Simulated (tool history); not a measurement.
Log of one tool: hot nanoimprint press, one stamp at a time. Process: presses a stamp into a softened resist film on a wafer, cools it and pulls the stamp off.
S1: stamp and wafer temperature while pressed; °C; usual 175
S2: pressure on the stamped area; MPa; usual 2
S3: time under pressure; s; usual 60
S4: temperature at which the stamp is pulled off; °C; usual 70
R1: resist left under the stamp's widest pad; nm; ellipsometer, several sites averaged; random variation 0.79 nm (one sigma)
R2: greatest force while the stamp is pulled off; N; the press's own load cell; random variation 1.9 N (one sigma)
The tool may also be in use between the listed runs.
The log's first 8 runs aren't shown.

{"run": 9, "hour": 139.1, "S1": 175, "S2": 2, "S3": 60, "S4": 70, "R1": 118.2, "R2": 170}
{"run": 10, "hour": 156.5, "S1": 175, "S2": 2, "S3": 60, "S4": 70, "R1": 116.5, "R2": 167}
{"run": 11, "hour": 173.5, "S1": 175, "S2": 2, "S3": 60, "S4": 70, "R1": 116.4, "R2": 171}
{"run": 12, "hour": 187.9, "S1": 175, "S2": 2.92, "S3": 60, "S4": 70, "R1": 95.3, "R2": 166}
{"run": 13, "hour": 202.6, "S1": 175, "S2": 2, "S3": 60, "S4": 68, "R1": 115.3, "R2": 175}
{"hour": 207.7, "done": "plate thermocouple calibrated"}
{"run": 14, "hour": 221.6, "S1": 175, "S2": 2.04, "S3": 60, "S4": 70, "R1": 109, "R2": 167}
{"run": 15, "hour": 243.3, "S1": 175, "S2": 2, "S3": 72, "S4": 70, "R1": 103.3, "R2": 166}
{"run": 16, "hour": 254.0, "S1": 168, "S2": 2, "S3": 60, "S4": 66, "R1": 156, "R2": 183}
{"run": 17, "hour": 267.1, "S1": 168, "S2": 2, "S3": 60, "S4": 66, "R1": 154.3, "R2": 186}
{"hour": 273.8, "done": "plate thermocouple calibrated, once more"}
{"run": 18, "hour": 286.3, "S1": 182, "S2": 1.44, "S3": 93, "S4": 66, "R1": 89.6, "R2": 199}
{"run": 19, "hour": 300.8, "S1": 172, "S2": 2, "S3": 60, "S4": 70, "R1": 144.4, "R2": 186}
{"hour": 318.8, "done": "stamp cleaned and given a new release coat"}
{"run": 20, "hour": 319.4, "S1": 172, "S2": 2.16, "S3": 60, "S4": 70, "R1": 139.7, "R2": 160}
{"run": 21, "hour": 333.5, "S1": 172, "S2": 2.59, "S3": 60, "S4": 70, "R1": 127.4, "R2": 159}
{"run": 22, "hour": 356.2, "S1": 185, "S2": 3.03, "S3": 34, "S4": 77, "R1": 79.3, "R2": 137}
{"run": 23, "hour": 366.1, "S1": 185, "S2": 3.03, "S3": 34, "S4": 77, "R1": 79.4, "R2": 132}
{"run": 24, "hour": 379.7, "S1": 164, "S2": 1.8, "S3": 73, "S4": 66, "R1": 198.7, "R2": 182}
{"run": 25, "hour": 400.0, "S1": 176, "S2": 2, "S3": 91, "S4": 70, "R1": 99.5, "R2": 165}
{"run": 26, "hour": 415.3, "S1": 175, "S2": 2, "S3": 60, "S4": 60, "R1": 123.1, "R2": 207}
{"run": 27, "hour": 437.3, "S1": 169, "S2": 2.11, "S3": 60, "S4": 70, "R1": 160.6, "R2": 168}
{"run": 28, "hour": 447.4, "S1": 175, "S2": 2, "S3": 90, "S4": 70, "R1": 105.7, "R2": 167}
{"run": 29, "hour": 462.0, "S1": 175, "S2": 2, "S3": 90, "S4": 70, "R1": 105.1, "R2": 170}
{"run": 30, "hour": 479.5, "S1": 175, "S2": 1.61, "S3": 90, "S4": 69, "R1": 118.3, "R2": 173}

Forecast each of these 3 alternatives for the next run:
{"run": "A", "hour": 493.3, "S1": 182, "S2": 2.32, "S3": 60, "S4": 77, "R1": "?", "R2": "?"}
{"run": "B", "hour": 493.3, "S1": 178, "S2": 2, "S3": 60, "S4": 58, "R1": "?", "R2": "?"}
{"run": "C", "hour": 493.3, "S1": 184, "S2": 1.61, "S3": 43, "S4": 58, "R1": "?", "R2": "?"}

run=A R1=81.7 R2=136
run=B R1=107.3 R2=221
run=C R1=103 R2=219
Without the tool's hidden state the same runs would have given:
run=A R1=83.3 R2=131
run=B R1=109.9 R2=211
run=C R1=105.5 R2=208
